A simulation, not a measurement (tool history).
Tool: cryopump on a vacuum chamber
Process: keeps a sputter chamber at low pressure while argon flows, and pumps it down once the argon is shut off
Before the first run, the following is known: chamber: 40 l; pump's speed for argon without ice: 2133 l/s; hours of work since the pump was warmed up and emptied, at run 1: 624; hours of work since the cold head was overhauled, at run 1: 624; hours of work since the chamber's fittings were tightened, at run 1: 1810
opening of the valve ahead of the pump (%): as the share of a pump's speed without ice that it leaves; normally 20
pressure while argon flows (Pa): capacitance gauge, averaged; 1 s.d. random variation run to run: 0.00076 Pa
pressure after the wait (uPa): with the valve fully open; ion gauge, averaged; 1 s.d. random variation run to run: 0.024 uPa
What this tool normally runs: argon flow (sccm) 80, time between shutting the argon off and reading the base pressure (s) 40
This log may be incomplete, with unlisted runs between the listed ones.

| run | hour | argon flow (sccm) | time between shutting the argon off and reading the base pressure (s) | opening of the valve ahead of the pump (%) | hours of work since the pump was warmed up and emptied | hours of work since the cold head was overhauled | hours of work since the chamber's fittings were tightened | pressure while argon flows (Pa) | pressure after the wait (uPa) |
|---|---|---|---|---|---|---|---|---|---|
| 1 | 0.0 | 80 | 40 | 20 | 624 | 624 | 1810 | 0.3290 | 1.40 |
|  | 18.0 | pump warmed up, emptied and cooled again |
| 2 | 29.5 | 80 | 40 | 20 | 9 | 643 | 1828 | 0.3199 | 1.35 |
| 3 | 47.9 | 80 | 131 | 20 | 22 | 656 | 1842 | 0.3179 | 0.74 |
| 4 | 72.3 | 80 | 131 | 20 | 40 | 675 | 1860 | 0.3178 | 0.79 |
| 5 | 82.5 | 80 | 67 | 20 | 48 | 682 | 1868 | 0.3190 | 1.01 |
| 6 | 101.4 | 80 | 67 | 20 | 62 | 696 | 1882 | 0.3185 | 1.00 |
| 7 | 120.8 | 80 | 40 | 48 | 77 | 711 | 1896 | 0.1353 | 1.32 |
| 8 | 131.1 | 80 | 40 | 48 | 84 | 718 | 1904 | 0.1347 | 1.33 |
| 9 | 153.4 | 70 | 40 | 48 | 101 | 735 | 1920 | 0.1185 | 1.29 |
| 10 | 167.8 | 80 | 40 | 20 | 112 | 746 | 1931 | 0.3202 | 1.33 |
| 11 | 179.0 | 80 | 40 | 20 | 120 | 754 | 1939 | 0.3195 | 1.34 |
| 12 | 196.8 | 80 | 40 | 20 | 133 | 767 | 1953 | 0.3204 | 1.33 |
| 13 | 208.8 | 80 | 40 | 20 | 142 | 776 | 1962 | 0.3212 | 1.34 |
| 14 | 226.9 | 80 | 40 | 20 | 156 | 790 | 1975 | 0.3211 | 1.33 |
| 15 | 243.0 | 80 | 40 | 20 | 168 | 802 | 1987 | 0.3209 | 1.34 |
| 16 | 257.1 | 80 | 40 | 20 | 178 | 812 | 1998 | 0.3218 | 1.29 |
| 17 | 267.9 | 80 | 40 | 20 | 186 | 820 | 2006 | 0.3225 | 1.37 |
| 18 | 278.5 | 43 | 40 | 50 | 194 | 828 | 2014 | 0.0710 | 1.37 |
| 19 | 298.7 | 84 | 52 | 42 | 209 | 843 | 2029 | 0.1636 | 1.22 |
| 20 | 320.3 | 84 | 52 | 42 | 225 | 859 | 2045 | 0.1643 | 1.17 |
| 21 | 331.8 | 132 | 293 | 48 | 234 | 868 | 2053 | 0.2263 | 0.74 |
| 22 | 343.0 | 101 | 75 | 24 | 242 | 876 | 2062 | 0.3400 | 0.97 |
| 23 | 354.1 | 101 | 75 | 24 | 250 | 885 | 2070 | 0.3419 | 1.03 |
| 24 | 374.8 | 80 | 36 | 41 | 266 | 900 | 2085 | 0.1607 | 1.53 |
| 25 | 389.5 | 130 | 40 | 31 | 277 | 911 | 2096 | 0.3423 | 1.45 |
| 26 | 413.4 | 130 | 40 | 31 | 295 | 929 | 2114 | 0.3432 | 1.40 |
| 27 | 432.4 | 102 | 30 | 41 | 309 | 943 | 2128 | 0.2051 | 1.65 |
| 28 | 454.8 | 102 | 30 | 41 | 325 | 960 | 2145 | 0.2060 | 1.64 |
| 29 | 465.0 | 102 | 30 | 41 | 333 | 967 | 2153 | 0.2071 | 1.69 |
| 30 | 475.0 | 102 | 30 | 41 | 341 | 975 | 2160 | 0.2056 | 1.59 |
| 31 | 486.0 | 150 | 26 | 20 | 349 | 983 | 2168 | 0.6094 | 1.84 |
| 32 | 499.9 | 150 | 26 | 20 | 359 | 993 | 2179 | 0.6096 | 1.82 |
| 33 | 515.4 | 80 | 215 | 24 | 371 | 1005 | 2190 | 0.2719 | 0.80 |

Each row is a separate what-if for the run after 33, all from the same tool condition, not one after another. Results?
| A | 539.9 | 98 | 215 | 24 | 389 | 1023 | 2208 | ? | ? |
| B | 539.9 | 80 | 133 | 24 | 389 | 1023 | 2208 | ? | ? |
| C | 539.9 | 49 | 54 | 43 | 389 | 1023 | 2208 | ? | ? |
| D | 539.9 | 80 | 40 | 21 | 389 | 1023 | 2208 | ? | ? |

| run | pressure while argon flows (Pa) | pressure after the wait (uPa) |
|---|---|---|
| A | 0.3339 | 0.84 |
| B | 0.2721 | 0.89 |
| C | 0.0959 | 1.24 |
| D | 0.3087 | 1.45 |
With no hidden state in the tool, these same runs would have given:
| run | pressure while argon flows (Pa) | pressure after the wait (uPa) |
|---|---|---|
| A | 0.3240 | 0.30 |
| B | 0.2641 | 0.35 |
| C | 0.0910 | 0.69 |
| D | 0.3006 | 0.92 |
